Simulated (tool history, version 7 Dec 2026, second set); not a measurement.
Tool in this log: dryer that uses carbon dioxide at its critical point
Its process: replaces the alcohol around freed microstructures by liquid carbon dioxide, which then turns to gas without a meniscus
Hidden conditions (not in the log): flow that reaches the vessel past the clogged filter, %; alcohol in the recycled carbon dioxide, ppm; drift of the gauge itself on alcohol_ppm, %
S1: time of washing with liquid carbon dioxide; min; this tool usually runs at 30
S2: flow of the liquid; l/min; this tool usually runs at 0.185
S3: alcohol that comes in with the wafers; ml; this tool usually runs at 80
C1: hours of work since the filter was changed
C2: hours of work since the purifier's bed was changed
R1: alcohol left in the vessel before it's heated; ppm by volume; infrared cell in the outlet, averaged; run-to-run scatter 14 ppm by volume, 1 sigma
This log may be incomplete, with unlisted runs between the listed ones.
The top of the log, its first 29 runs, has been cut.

run	day	S1	S2	S3	C1	C2	R1
30	23.450	42	0.115	27	30	250	698
31	24.454	42	0.115	27	48	267	735
32	25.375	30	0.185	71	63	283	1042
33	26.346	45	0.154	71	80	300	464
34	27.408	27	0.314	71	98	318	222
35	27.925	45	0.310	29	107	327	129
36	29.012	22	0.131	48	125	345	5851
37	29.483	22	0.131	48	133	353	5852
38	30.267	30	0.148	74	147	366	2892
39	31.204	30	0.148	74	162	382	3005
# day 32.167: inlet filter changed
40	32.283	42	0.206	95	2	400	251
41	32.725	42	0.206	95	9	408	239

Alternative continuations, all from the tool just after run 41; predict every row:
A	33.346	21	0.206	81	20	418	?
B	33.346	30	0.185	42	20	418	?
C	33.346	41	0.305	22	20	418	?
D	33.346	19	0.302	50	20	418	?

run	R1
A	2579
B	647
C	184
D	616
Without the tool's hidden state the same runs would have given:
run	R1
A	2283
B	444
C	14
D	417

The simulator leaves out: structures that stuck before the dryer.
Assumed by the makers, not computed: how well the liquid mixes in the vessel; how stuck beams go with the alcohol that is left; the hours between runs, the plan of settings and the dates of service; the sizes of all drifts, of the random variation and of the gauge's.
